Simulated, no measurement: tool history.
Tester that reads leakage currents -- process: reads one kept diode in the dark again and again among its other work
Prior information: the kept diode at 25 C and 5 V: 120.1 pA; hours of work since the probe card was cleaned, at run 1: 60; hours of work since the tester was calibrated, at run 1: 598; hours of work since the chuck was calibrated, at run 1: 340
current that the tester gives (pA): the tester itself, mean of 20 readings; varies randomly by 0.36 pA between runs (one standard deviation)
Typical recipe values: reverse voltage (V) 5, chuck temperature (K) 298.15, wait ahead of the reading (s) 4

run,hour,reverse voltage (V),chuck temperature (K),wait ahead of the reading (s),hours of work since the probe card was cleaned,hours of work since the tester was calibrated,hours of work since the chuck was calibrated,current that the tester gives (pA)
1,0,5,298.15,4,60,598,340,120.02
2,42.1,5,298.15,4,82,619,361,120.8
3,81.7,5,298.15,4,102,639,381,121.25
4,132.5,5,298.15,4,127,665,407,120.55
5,178.9,5,298.15,4,151,688,430,121.33
6,243.1,5,298.15,4,183,721,463,121.2
7,273.8,5,303.15,4,199,736,478,182.4
8,340.2,5,303.15,4,232,770,512,181.56
9,379.2,5,303.15,4,252,789,532,182.59
10,408.2,5,303.15,4,267,804,546,182.42

What will run 11 give?
# hour 413.7: tester calibrated
11,459.8,5,303.15,4,292,23,571,?

Run 11 yielded current that the tester gives (pA) 181.74.
Had the tool carried no hidden state, the very same run would have given current that the tester gives (pA) 181.99.
